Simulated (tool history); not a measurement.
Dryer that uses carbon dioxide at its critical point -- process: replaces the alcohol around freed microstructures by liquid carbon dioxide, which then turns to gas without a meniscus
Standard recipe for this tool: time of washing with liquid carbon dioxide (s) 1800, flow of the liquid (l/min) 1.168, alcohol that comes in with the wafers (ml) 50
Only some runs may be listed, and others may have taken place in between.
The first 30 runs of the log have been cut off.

run	hour	time of washing with liquid carbon dioxide (s)	flow of the liquid (l/min)	alcohol that comes in with the wafers (ml)	hours of work since the filter was changed	hours of work since the purifier's bed was changed	alcohol left in the vessel before it's heated (ppm by volume)
31	1411.2	2580	0.760	35	294	447	88
32	1458.1	1500	0.850	114	332	484	444
33	1515.7	1500	0.850	114	378	530	455
34	1554.0	2340	0.790	73	408	560	123
35	1587.4	1920	1.168	113	435	587	108
36	1616.2	2640	1.168	78	458	610	94
37	1669.9	1380	1.880	50	501	653	97
38	1718.1	2040	1.880	40	539	691	109
# hour 1727.7: inlet filter changed
39	1756.0	1740	1.168	50	23	721	110
40	1794.5	1740	1.168	35	53	751	118
41	1840.9	2640	0.880	53	90	788	117
42	1879.3	2640	0.880	53	121	819	126
43	1932.1	2640	0.880	53	163	861	133
44	1985.5	1740	1.220	53	205	903	146
45	2020.2	2220	0.810	35	233	931	162
46	2058.4	1800	1.270	40	263	961	154
47	2122.7	1140	1.168	50	315	1013	279

What if the next run were any one of these 3? Each begins from the tool's condition after run 47:
A	2176.4	1860	0.760	45	357	1056	?
B	2176.4	1200	1.168	50	357	1056	?
C	2176.4	1440	0.730	50	357	1056	?

run	alcohol left in the vessel before it's heated (ppm by volume)
A	248
B	252
C	521
With the hidden condition removed and each run's random variation left untouched, the same runs would have given:
run	alcohol left in the vessel before it's heated (ppm by volume)
A	77
B	80
C	307

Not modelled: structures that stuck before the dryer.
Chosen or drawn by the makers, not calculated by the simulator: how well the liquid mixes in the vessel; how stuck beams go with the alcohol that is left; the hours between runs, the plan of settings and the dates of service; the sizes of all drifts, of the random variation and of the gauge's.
